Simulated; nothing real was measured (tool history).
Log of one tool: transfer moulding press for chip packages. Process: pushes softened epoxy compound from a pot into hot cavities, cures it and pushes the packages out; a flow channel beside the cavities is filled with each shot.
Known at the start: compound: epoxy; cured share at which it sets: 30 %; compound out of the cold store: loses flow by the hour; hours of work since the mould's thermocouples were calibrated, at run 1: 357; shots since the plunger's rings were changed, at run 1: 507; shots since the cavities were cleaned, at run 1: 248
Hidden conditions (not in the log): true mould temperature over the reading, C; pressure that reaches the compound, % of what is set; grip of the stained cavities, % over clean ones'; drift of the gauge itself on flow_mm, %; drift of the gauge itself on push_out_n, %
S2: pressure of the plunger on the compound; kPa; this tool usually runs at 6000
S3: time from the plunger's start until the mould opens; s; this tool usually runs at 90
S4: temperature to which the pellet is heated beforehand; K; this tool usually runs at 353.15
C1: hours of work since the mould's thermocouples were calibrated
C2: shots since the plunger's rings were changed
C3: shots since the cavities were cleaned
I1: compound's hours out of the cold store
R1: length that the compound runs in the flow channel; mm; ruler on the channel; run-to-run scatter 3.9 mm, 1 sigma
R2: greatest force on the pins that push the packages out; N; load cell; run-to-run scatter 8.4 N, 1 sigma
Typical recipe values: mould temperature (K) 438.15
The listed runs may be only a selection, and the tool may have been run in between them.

{"run": 1, "hour": 0.0, "mould temperature (K)": 438.15, "S2": 6000, "S3": 90, "S4": 353.15, "C1": 357, "C2": 507, "C3": 248, "I1": 18.1, "R1": 728, "R2": 595}
{"run": 2, "hour": 30.5, "mould temperature (K)": 438.15, "S2": 6000, "S3": 90, "S4": 353.15, "C1": 376, "C2": 891, "C3": 632, "I1": 46.1, "R1": 625, "R2": 680}
{"run": 3, "hour": 57.4, "mould temperature (K)": 438.15, "S2": 6000, "S3": 90, "S4": 353.15, "C1": 392, "C2": 1231, "C3": 972, "I1": 27.5, "R1": 693, "R2": 745}
{"hour": 64.8, "done": "cavities cleaned with cleaning compound and waxed"}
{"run": 4, "hour": 90.2, "mould temperature (K)": 438.15, "S2": 6000, "S3": 90, "S4": 353.15, "C1": 412, "C2": 1626, "C3": 321, "I1": 16.9, "R1": 718, "R2": 552}
{"run": 5, "hour": 113.0, "mould temperature (K)": 438.15, "S2": 6000, "S3": 83, "S4": 353.15, "C1": 426, "C2": 1912, "C3": 607, "I1": 34.9, "R1": 661, "R2": 741}
{"hour": 148.6, "done": "cavities cleaned with cleaning compound and waxed"}
{"run": 6, "hour": 148.8, "mould temperature (K)": 438.15, "S2": 6000, "S3": 83, "S4": 353.15, "C1": 447, "C2": 2345, "C3": 2, "I1": 23.2, "R1": 691, "R2": 440}
{"run": 7, "hour": 169.1, "mould temperature (K)": 438.15, "S2": 6000, "S3": 83, "S4": 345.15, "C1": 459, "C2": 2601, "C3": 258, "I1": 23.6, "R1": 695, "R2": 637}
{"run": 8, "hour": 200.7, "mould temperature (K)": 438.15, "S2": 6000, "S3": 83, "S4": 345.15, "C1": 478, "C2": 2999, "C3": 656, "I1": 11.8, "R1": 748, "R2": 894}
{"hour": 234.5, "done": "cavities cleaned with cleaning compound and waxed"}
{"run": 9, "hour": 238.5, "mould temperature (K)": 438.15, "S2": 6000, "S3": 83, "S4": 345.15, "C1": 501, "C2": 3457, "C3": 50, "I1": 20.2, "R1": 711, "R2": 512}
{"run": 10, "hour": 258.7, "mould temperature (K)": 438.15, "S2": 6000, "S3": 107, "S4": 345.15, "C1": 513, "C2": 3712, "C3": 305, "I1": 27.1, "R1": 679, "R2": 468}
{"run": 11, "hour": 294.6, "mould temperature (K)": 438.15, "S2": 6000, "S3": 107, "S4": 345.15, "C1": 535, "C2": 4164, "C3": 757, "I1": 9.5, "R1": 739, "R2": 588}
{"run": 12, "hour": 313.3, "mould temperature (K)": 438.15, "S2": 6000, "S3": 90, "S4": 353.15, "C1": 546, "C2": 4400, "C3": 993, "I1": 42.5, "R1": 621, "R2": 739}
{"hour": 318.3, "done": "cavities cleaned with cleaning compound and waxed"}
{"run": 13, "hour": 338.6, "mould temperature (K)": 438.15, "S2": 6000, "S3": 90, "S4": 353.15, "C1": 561, "C2": 4699, "C3": 255, "I1": 22.3, "R1": 682, "R2": 533}
{"hour": 349.2, "done": "mould's thermocouples calibrated"}
{"run": 14, "hour": 367.5, "mould temperature (K)": 438.15, "S2": 6000, "S3": 90, "S4": 353.15, "C1": 11, "C2": 5039, "C3": 595, "I1": 39.1, "R1": 632, "R2": 657}
{"run": 15, "hour": 383.2, "mould temperature (K)": 438.15, "S2": 6000, "S3": 90, "S4": 353.15, "C1": 21, "C2": 5237, "C3": 793, "I1": 36, "R1": 633, "R2": 729}
{"hour": 405.0, "done": "cavities cleaned with cleaning compound and waxed"}
{"run": 16, "hour": 419.9, "mould temperature (K)": 430.15, "S2": 7390, "S3": 107, "S4": 345.15, "C1": 42, "C2": 5679, "C3": 187, "I1": 46.2, "R1": 694, "R2": 625}
{"run": 17, "hour": 438.6, "mould temperature (K)": 430.15, "S2": 7390, "S3": 107, "S4": 345.15, "C1": 54, "C2": 5916, "C3": 424, "I1": 27.9, "R1": 758, "R2": 815}
{"run": 18, "hour": 458.2, "mould temperature (K)": 430.15, "S2": 6370, "S3": 90, "S4": 353.15, "C1": 66, "C2": 6163, "C3": 671, "I1": 32.8, "R1": 681, "R2": 1307}
{"hour": 463.7, "done": "plunger's sealing rings changed"}
{"hour": 492.2, "done": "cavities cleaned with cleaning compound and waxed"}
{"run": 19, "hour": 492.2, "mould temperature (K)": 446.15, "S2": 6000, "S3": 90, "S4": 352.15, "C1": 84, "C2": 340, "C3": 0, "I1": 8, "R1": 743, "R2": 305}
{"run": 20, "hour": 524.0, "mould temperature (K)": 438.15, "S2": 6000, "S3": 102, "S4": 360.15, "C1": 104, "C2": 742, "C3": 402, "I1": 10.9, "R1": 759, "R2": 535}
{"run": 21, "hour": 541.0, "mould temperature (K)": 434.15, "S2": 4640, "S3": 102, "S4": 360.15, "C1": 114, "C2": 955, "C3": 615, "I1": 25.7, "R1": 623, "R2": 745}
{"run": 22, "hour": 568.9, "mould temperature (K)": 432.15, "S2": 4780, "S3": 106, "S4": 362.15, "C1": 131, "C2": 1307, "C3": 967, "I1": 22.4, "R1": 651, "R2": 862}
{"hour": 575.7, "done": "cavities cleaned with cleaning compound and waxed"}
{"run": 23, "hour": 587.8, "mould temperature (K)": 433.15, "S2": 5350, "S3": 86, "S4": 347.15, "C1": 142, "C2": 1527, "C3": 152, "I1": 18.8, "R1": 697, "R2": 821}
{"run": 24, "hour": 612.6, "mould temperature (K)": 438.15, "S2": 6000, "S3": 81, "S4": 358.15, "C1": 157, "C2": 1839, "C3": 464, "I1": 37, "R1": 657, "R2": 750}
{"run": 25, "hour": 643.4, "mould temperature (K)": 438.15, "S2": 6000, "S3": 116, "S4": 358.15, "C1": 176, "C2": 2228, "C3": 853, "I1": 25.9, "R1": 684, "R2": 590}
{"hour": 661.6, "done": "cavities cleaned with cleaning compound and waxed"}
{"run": 26, "hour": 681.7, "mould temperature (K)": 438.15, "S2": 6000, "S3": 116, "S4": 358.15, "C1": 199, "C2": 2691, "C3": 253, "I1": 46.4, "R1": 615, "R2": 422}
{"run": 27, "hour": 699.5, "mould temperature (K)": 438.15, "S2": 6000, "S3": 116, "S4": 358.15, "C1": 209, "C2": 2916, "C3": 478, "I1": 15.6, "R1": 722, "R2": 509}
{"run": 28, "hour": 736.8, "mould temperature (K)": 443.15, "S2": 5760, "S3": 71, "S4": 353.15, "C1": 232, "C2": 3386, "C3": 948, "I1": 36.9, "R1": 623, "R2": 819}
{"hour": 746.5, "done": "cavities cleaned with cleaning compound and waxed"}
{"run": 29, "hour": 753.6, "mould temperature (K)": 443.15, "S2": 5760, "S3": 71, "S4": 353.15, "C1": 242, "C2": 3579, "C3": 90, "I1": 46.4, "R1": 582, "R2": 501}

Each run again, without the hidden state but with its own random variation kept:
run=1 R1=732 R2=398
run=2 R1=631 R2=364
run=3 R1=702 R2=368
run=4 R1=729 R2=368
run=5 R1=673 R2=418
run=6 R1=707 R2=447
run=7 R1=712 R2=439
run=8 R1=770 R2=486
run=9 R1=735 R2=465
run=10 R1=703 R2=303
run=11 R1=769 R2=304
run=12 R1=648 R2=369
run=13 R1=714 R2=372
run=14 R1=661 R2=354
run=15 R1=664 R2=371
run=16 R1=731 R2=465
run=17 R1=801 R2=486
run=18 R1=721 R2=697
run=19 R1=747 R2=305
run=20 R1=765 R2=320
run=21 R1=630 R2=403
run=22 R1=660 R2=421
run=23 R1=709 R2=619
run=24 R1=670 R2=437
run=25 R1=700 R2=297
run=26 R1=632 R2=287
run=27 R1=744 R2=295
run=28 R1=645 R2=406
run=29 R1=603 R2=409
